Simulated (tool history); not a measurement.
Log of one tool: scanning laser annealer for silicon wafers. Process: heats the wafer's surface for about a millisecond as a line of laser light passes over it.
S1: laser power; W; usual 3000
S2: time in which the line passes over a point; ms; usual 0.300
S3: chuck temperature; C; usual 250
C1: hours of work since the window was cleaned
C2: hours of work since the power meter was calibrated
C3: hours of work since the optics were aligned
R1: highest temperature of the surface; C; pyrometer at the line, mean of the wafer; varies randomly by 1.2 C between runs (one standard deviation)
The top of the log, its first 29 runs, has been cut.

{"run": 30, "hour": 504.5, "S1": 2678, "S2": 0.336, "S3": 272, "C1": 647, "C2": 677, "C3": 131, "R1": 941}
{"run": 31, "hour": 518.5, "S1": 3000, "S2": 0.362, "S3": 232, "C1": 657, "C2": 687, "C3": 140, "R1": 1007}
{"run": 32, "hour": 530.0, "S1": 3000, "S2": 0.322, "S3": 216, "C1": 664, "C2": 695, "C3": 148, "R1": 948}
{"run": 33, "hour": 549.9, "S1": 2662, "S2": 0.361, "S3": 250, "C1": 678, "C2": 708, "C3": 162, "R1": 938}
{"run": 34, "hour": 569.0, "S1": 2662, "S2": 0.361, "S3": 250, "C1": 691, "C2": 721, "C3": 175, "R1": 937}
{"run": 35, "hour": 589.3, "S1": 2662, "S2": 0.361, "S3": 228, "C1": 705, "C2": 735, "C3": 189, "R1": 915}
{"run": 36, "hour": 607.8, "S1": 2662, "S2": 0.361, "S3": 228, "C1": 718, "C2": 748, "C3": 201, "R1": 917}
{"run": 37, "hour": 622.0, "S1": 2662, "S2": 0.361, "S3": 228, "C1": 727, "C2": 758, "C3": 211, "R1": 914}
{"run": 38, "hour": 638.6, "S1": 3205, "S2": 0.3, "S3": 250, "C1": 739, "C2": 769, "C3": 222, "R1": 1002}
{"run": 39, "hour": 653.6, "S1": 3000, "S2": 0.3, "S3": 252, "C1": 749, "C2": 779, "C3": 233, "R1": 958}
{"run": 40, "hour": 666.1, "S1": 3026, "S2": 0.3, "S3": 230, "C1": 757, "C2": 788, "C3": 241, "R1": 940}

Below are 4 alternative next runs, each starting from the tool's condition after run 40. Predict each:
{"run": "A", "hour": 677.3, "S1": 3017, "S2": 0.3, "S3": 254, "C1": 765, "C2": 795, "C3": 249, "R1": "?"}
{"run": "B", "hour": 677.3, "S1": 3179, "S2": 0.343, "S3": 269, "C1": 765, "C2": 795, "C3": 249, "R1": "?"}
{"run": "C", "hour": 677.3, "S1": 2625, "S2": 0.335, "S3": 217, "C1": 765, "C2": 795, "C3": 249, "R1": "?"}
{"run": "D", "hour": 677.3, "S1": 3026, "S2": 0.3, "S3": 230, "C1": 765, "C2": 795, "C3": 249, "R1": "?"}

run=A R1=961
run=B R1=1066
run=C R1=869
run=D R1=940
Take away the tool's hidden state, keep each run's random variation, and the runs would have read:
run=A R1=974
run=B R1=1080
run=C R1=881
run=D R1=953

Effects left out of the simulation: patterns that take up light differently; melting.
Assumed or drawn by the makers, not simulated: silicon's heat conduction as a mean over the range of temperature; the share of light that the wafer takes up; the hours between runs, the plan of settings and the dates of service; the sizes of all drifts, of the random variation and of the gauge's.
